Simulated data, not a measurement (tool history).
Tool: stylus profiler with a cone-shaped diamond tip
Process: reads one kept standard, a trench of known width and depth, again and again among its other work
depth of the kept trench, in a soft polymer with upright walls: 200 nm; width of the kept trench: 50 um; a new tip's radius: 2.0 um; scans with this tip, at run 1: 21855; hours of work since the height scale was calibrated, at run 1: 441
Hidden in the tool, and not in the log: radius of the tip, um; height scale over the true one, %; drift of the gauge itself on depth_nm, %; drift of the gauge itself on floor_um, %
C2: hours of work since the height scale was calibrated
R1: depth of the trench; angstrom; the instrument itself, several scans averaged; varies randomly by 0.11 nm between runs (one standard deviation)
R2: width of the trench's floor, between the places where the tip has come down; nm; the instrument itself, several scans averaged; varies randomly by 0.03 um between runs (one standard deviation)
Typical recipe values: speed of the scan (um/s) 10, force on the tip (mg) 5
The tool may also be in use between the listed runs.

run 1 hour=0 | speed_of_the_scan_(um/s)=10 force_on_the_tip_(mg)=5 | scans_with_this_tip=21855 C2=441 | R1=2048.2 R2=48210
run 2 hour=76.6 | speed_of_the_scan_(um/s)=10 force_on_the_tip_(mg)=5 | scans_with_this_tip=22310 C2=495 | R1=2049.2 R2=48190
-- hour=94.2 new tip fitted, height scale calibrated
run 3 hour=126.9 | speed_of_the_scan_(um/s)=10 force_on_the_tip_(mg)=1.78 | scans_with_this_tip=194 C2=23 | R1=2024.3 R2=48180
run 4 hour=207 | speed_of_the_scan_(um/s)=10 force_on_the_tip_(mg)=1.78 | scans_with_this_tip=669 C2=80 | R1=2025.9 R2=48160
run 5 hour=265.5 | speed_of_the_scan_(um/s)=26 force_on_the_tip_(mg)=1.78 | scans_with_this_tip=1016 C2=122 | R1=2023.5 R2=48150
run 6 hour=314.2 | speed_of_the_scan_(um/s)=26 force_on_the_tip_(mg)=1.78 | scans_with_this_tip=1306 C2=157 | R1=2024.2 R2=48130
run 7 hour=412.3 | speed_of_the_scan_(um/s)=26 force_on_the_tip_(mg)=1.78 | scans_with_this_tip=1888 C2=226 | R1=2024.4 R2=48110
run 8 hour=459.7 | speed_of_the_scan_(um/s)=26 force_on_the_tip_(mg)=1.78 | scans_with_this_tip=2169 C2=260 | R1=2024.9 R2=48210
run 9 hour=558.1 | speed_of_the_scan_(um/s)=26 force_on_the_tip_(mg)=1.78 | scans_with_this_tip=2753 C2=330 | R1=2024.2 R2=48160
run 10 hour=631.2 | speed_of_the_scan_(um/s)=38 force_on_the_tip_(mg)=1.78 | scans_with_this_tip=3187 C2=382 | R1=2024.2 R2=48070
run 11 hour=715.8 | speed_of_the_scan_(um/s)=10 force_on_the_tip_(mg)=5 | scans_with_this_tip=3689 C2=442 | R1=2047.2 R2=48210
run 12 hour=794.6 | speed_of_the_scan_(um/s)=11 force_on_the_tip_(mg)=5 | scans_with_this_tip=4157 C2=498 | R1=2048.1 R2=48220
run 13 hour=887.4 | speed_of_the_scan_(um/s)=10 force_on_the_tip_(mg)=5 | scans_with_this_tip=4708 C2=564 | R1=2046.7 R2=48170
run 14 hour=951.7 | speed_of_the_scan_(um/s)=10 force_on_the_tip_(mg)=5 | scans_with_this_tip=5090 C2=610 | R1=2047.7 R2=48290
run 15 hour=1042.9 | speed_of_the_scan_(um/s)=10 force_on_the_tip_(mg)=5 | scans_with_this_tip=5631 C2=675 | R1=2048.2 R2=48280
run 16 hour=1110.1 | speed_of_the_scan_(um/s)=10 force_on_the_tip_(mg)=5 | scans_with_this_tip=6030 C2=723 | R1=2046.3 R2=48280
run 17 hour=1187.1 | speed_of_the_scan_(um/s)=10 force_on_the_tip_(mg)=5 | scans_with_this_tip=6487 C2=778 | R1=2047.6 R2=48230
run 18 hour=1256.9 | speed_of_the_scan_(um/s)=32 force_on_the_tip_(mg)=5 | scans_with_this_tip=6901 C2=827 | R1=2049 R2=48200
run 19 hour=1324.2 | speed_of_the_scan_(um/s)=32 force_on_the_tip_(mg)=5 | scans_with_this_tip=7301 C2=875 | R1=2047.7 R2=48190
run 20 hour=1417.8 | speed_of_the_scan_(um/s)=10 force_on_the_tip_(mg)=5 | scans_with_this_tip=7856 C2=942 | R1=2048.2 R2=48240
run 21 hour=1471.5 | speed_of_the_scan_(um/s)=10 force_on_the_tip_(mg)=4.21 | scans_with_this_tip=8175 C2=980 | R1=2045.5 R2=48180
run 22 hour=1547.2 | speed_of_the_scan_(um/s)=10 force_on_the_tip_(mg)=4.21 | scans_with_this_tip=8624 C2=1034 | R1=2039.7 R2=48190
run 23 hour=1645.6 | speed_of_the_scan_(um/s)=10 force_on_the_tip_(mg)=6.82 | scans_with_this_tip=9208 C2=1104 | R1=2058.3 R2=48180
run 24 hour=1755.5 | speed_of_the_scan_(um/s)=9 force_on_the_tip_(mg)=6.51 | scans_with_this_tip=9861 C2=1182 | R1=2058.4 R2=48260
run 25 hour=1808.2 | speed_of_the_scan_(um/s)=37 force_on_the_tip_(mg)=8.32 | scans_with_this_tip=10173 C2=1220 | R1=2067.4 R2=48180
run 26 hour=1853.6 | speed_of_the_scan_(um/s)=2 force_on_the_tip_(mg)=1.81 | scans_with_this_tip=10443 C2=1252 | R1=2024.8 R2=48270
run 27 hour=1919.8 | speed_of_the_scan_(um/s)=4 force_on_the_tip_(mg)=14.51 | scans_with_this_tip=10836 C2=1299 | R1=2097.9 R2=48260
run 28 hour=2014.5 | speed_of_the_scan_(um/s)=4 force_on_the_tip_(mg)=9.83 | scans_with_this_tip=11398 C2=1366 | R1=2073.4 R2=48230
run 29 hour=2105.6 | speed_of_the_scan_(um/s)=27 force_on_the_tip_(mg)=6.88 | scans_with_this_tip=11939 C2=1431 | R1=2058.9 R2=48130
run 30 hour=2204.3 | speed_of_the_scan_(um/s)=2 force_on_the_tip_(mg)=3.15 | scans_with_this_tip=12525 C2=1502 | R1=2036.7 R2=48200
run 31 hour=2249.1 | speed_of_the_scan_(um/s)=9 force_on_the_tip_(mg)=6.86 | scans_with_this_tip=12791 C2=1533 | R1=2059.1 R2=48250
run 32 hour=2352 | speed_of_the_scan_(um/s)=27 force_on_the_tip_(mg)=4.77 | scans_with_this_tip=13401 C2=1607 | R1=2045.7 R2=48150
run 33 hour=2416.5 | speed_of_the_scan_(um/s)=12 force_on_the_tip_(mg)=1.73 | scans_with_this_tip=13784 C2=1653 | R1=2023.3 R2=48230
run 34 hour=2480.8 | speed_of_the_scan_(um/s)=16 force_on_the_tip_(mg)=2.47 | scans_with_this_tip=14166 C2=1698 | R1=2028.2 R2=48140
run 35 hour=2563.6 | speed_of_the_scan_(um/s)=6 force_on_the_tip_(mg)=10.74 | scans_with_this_tip=14658 C2=1757 | R1=2078.6 R2=48240
run 36 hour=2653.7 | speed_of_the_scan_(um/s)=9 force_on_the_tip_(mg)=5 | scans_with_this_tip=15192 C2=1821 | R1=2046.4 R2=48200
run 37 hour=2716 | speed_of_the_scan_(um/s)=6 force_on_the_tip_(mg)=8.38 | scans_with_this_tip=15562 C2=1866 | R1=2067.4 R2=48280
run 38 hour=2772.8 | speed_of_the_scan_(um/s)=6 force_on_the_tip_(mg)=8.38 | scans_with_this_tip=15899 C2=1906 | R1=2066.7 R2=48200
run 39 hour=2842.4 | speed_of_the_scan_(um/s)=6 force_on_the_tip_(mg)=8.38 | scans_with_this_tip=16312 C2=1956 | R1=2066.9 R2=48240
run 40 hour=2910.1 | speed_of_the_scan_(um/s)=12 force_on_the_tip_(mg)=3.51 | scans_with_this_tip=16714 C2=2004 | R1=2037.7 R2=48170
run 41 hour=2975.8 | speed_of_the_scan_(um/s)=9 force_on_the_tip_(mg)=3.89 | scans_with_this_tip=17104 C2=2051 | R1=2041.3 R2=48260
run 42 hour=3059.2 | speed_of_the_scan_(um/s)=9 force_on_the_tip_(mg)=3.89 | scans_with_this_tip=17599 C2=2110 | R1=2041.3 R2=48210
-- hour=3100.7 height scale calibrated on a step standard
run 43 hour=3165.3 | speed_of_the_scan_(um/s)=13 force_on_the_tip_(mg)=2.12 | scans_with_this_tip=18226 C2=46 | R1=2027.1 R2=48170
run 44 hour=3262.6 | speed_of_the_scan_(um/s)=10 force_on_the_tip_(mg)=13.68 | scans_with_this_tip=18804 C2=115 | R1=2094.5 R2=48210
run 45 hour=3359.4 | speed_of_the_scan_(um/s)=10 force_on_the_tip_(mg)=13.68 | scans_with_this_tip=19378 C2=184 | R1=2095.2 R2=48220

4 ways to go on from here, each from the tool as it stands after run 45. What would each give?
run A hour=3438.1 | speed_of_the_scan_(um/s)=25 force_on_the_tip_(mg)=4.23 | scans_with_this_tip=19845 C2=240 | R1=? R2=?
run B hour=3438.1 | speed_of_the_scan_(um/s)=8 force_on_the_tip_(mg)=5 | scans_with_this_tip=19845 C2=240 | R1=? R2=?
run C hour=3438.1 | speed_of_the_scan_(um/s)=6 force_on_the_tip_(mg)=13.68 | scans_with_this_tip=19845 C2=240 | R1=? R2=?
run D hour=3438.1 | speed_of_the_scan_(um/s)=15 force_on_the_tip_(mg)=3.87 | scans_with_this_tip=19845 C2=240 | R1=? R2=?

run=A R1=2041.7 R2=48170
run=B R1=2048.9 R2=48180
run=C R1=2094.5 R2=48180
run=D R1=2039.9 R2=48180
Had the tool no hidden state, the same runs would have come out as:
run=A R1=2041.8 R2=48190
run=B R1=2048.9 R2=48200
run=C R1=2094.6 R2=48210
run=D R1=2040 R2=48200

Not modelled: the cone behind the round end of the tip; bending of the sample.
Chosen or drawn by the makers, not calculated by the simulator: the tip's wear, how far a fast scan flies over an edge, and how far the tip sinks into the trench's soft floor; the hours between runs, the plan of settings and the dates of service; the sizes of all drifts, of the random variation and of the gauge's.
